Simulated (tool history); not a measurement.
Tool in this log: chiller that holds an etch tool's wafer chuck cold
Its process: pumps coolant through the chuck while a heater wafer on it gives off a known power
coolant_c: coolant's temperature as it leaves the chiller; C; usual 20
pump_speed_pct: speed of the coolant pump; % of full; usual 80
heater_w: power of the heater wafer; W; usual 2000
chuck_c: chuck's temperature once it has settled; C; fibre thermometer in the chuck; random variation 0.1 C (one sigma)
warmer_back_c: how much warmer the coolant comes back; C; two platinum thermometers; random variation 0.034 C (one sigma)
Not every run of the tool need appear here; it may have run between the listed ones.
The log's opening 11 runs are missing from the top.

run 12 hour=1647.4 | coolant_c=20 pump_speed_pct=61 heater_w=2000 | chuck_c=37.1 warmer_back_c=7.02
run 13 hour=1773.4 | coolant_c=18 pump_speed_pct=80 heater_w=2000 | chuck_c=31.5 warmer_back_c=5.36
run 14 hour=1907.5 | coolant_c=18 pump_speed_pct=67 heater_w=2000 | chuck_c=33.6 warmer_back_c=6.40
run 15 hour=2068.7 | coolant_c=18 pump_speed_pct=65 heater_w=2000 | chuck_c=34.3 warmer_back_c=6.58
-- hour=2098.4 chiller's thermometer calibrated
run 16 hour=2280.3 | coolant_c=14 pump_speed_pct=80 heater_w=2000 | chuck_c=27.4 warmer_back_c=5.31
run 17 hour=2463.0 | coolant_c=14 pump_speed_pct=80 heater_w=2000 | chuck_c=27.3 warmer_back_c=5.31
run 18 hour=2635.1 | coolant_c=20 pump_speed_pct=72 heater_w=2185 | chuck_c=36.0 warmer_back_c=6.54
run 19 hour=2740.2 | coolant_c=11 pump_speed_pct=85 heater_w=1352 | chuck_c=19.7 warmer_back_c=3.46
-- hour=2837.7 coolant pump overhauled
run 20 hour=2847.0 | coolant_c=11 pump_speed_pct=85 heater_w=1352 | chuck_c=19.5 warmer_back_c=3.35
run 21 hour=2996.2 | coolant_c=12 pump_speed_pct=85 heater_w=2813 | chuck_c=29.8 warmer_back_c=7.07
run 22 hour=3107.7 | coolant_c=16 pump_speed_pct=72 heater_w=1702 | chuck_c=28.5 warmer_back_c=4.98
run 23 hour=3259.4 | coolant_c=23 pump_speed_pct=69 heater_w=2382 | chuck_c=41.3 warmer_back_c=7.36
run 24 hour=3427.2 | coolant_c=20 pump_speed_pct=80 heater_w=1406 | chuck_c=29.3 warmer_back_c=3.72
run 25 hour=3592.4 | coolant_c=20 pump_speed_pct=80 heater_w=1406 | chuck_c=29.5 warmer_back_c=3.69
run 26 hour=3693.7 | coolant_c=20 pump_speed_pct=80 heater_w=1406 | chuck_c=29.5 warmer_back_c=3.75
run 27 hour=3802.4 | coolant_c=20 pump_speed_pct=80 heater_w=1406 | chuck_c=29.5 warmer_back_c=3.72
run 28 hour=3991.3 | coolant_c=26 pump_speed_pct=92 heater_w=1558 | chuck_c=35.2 warmer_back_c=3.68
run 29 hour=4082.9 | coolant_c=26 pump_speed_pct=92 heater_w=1558 | chuck_c=35.3 warmer_back_c=3.64
-- hour=4104.3 coolant changed, channels flushed
-- hour=4197.0 chiller's thermometer calibrated
run 30 hour=4223.1 | coolant_c=11 pump_speed_pct=71 heater_w=1179 | chuck_c=19.7 warmer_back_c=3.61
run 31 hour=4423.6 | coolant_c=11 pump_speed_pct=71 heater_w=1179 | chuck_c=19.6 warmer_back_c=3.56

Predict each of these 4 candidate next runs independently; none follows another, all start after run 31:
run A hour=4536.1 | coolant_c=11 pump_speed_pct=71 heater_w=2051 | chuck_c=? warmer_back_c=?
run B hour=4536.1 | coolant_c=22 pump_speed_pct=67 heater_w=1092 | chuck_c=? warmer_back_c=?
run C hour=4536.1 | coolant_c=20 pump_speed_pct=65 heater_w=1170 | chuck_c=? warmer_back_c=?
run D hour=4536.1 | coolant_c=11 pump_speed_pct=99 heater_w=1179 | chuck_c=? warmer_back_c=?

run=A chuck_c=26.3 warmer_back_c=6.15
run=B chuck_c=30.7 warmer_back_c=3.43
run=C chuck_c=29.5 warmer_back_c=3.88
run=D chuck_c=17.5 warmer_back_c=2.54
Without the tool's hidden state the same runs would have given:
run=A chuck_c=26.2 warmer_back_c=6.15
run=B chuck_c=30.7 warmer_back_c=3.43
run=C chuck_c=29.5 warmer_back_c=3.87
run=D chuck_c=17.4 warmer_back_c=2.54
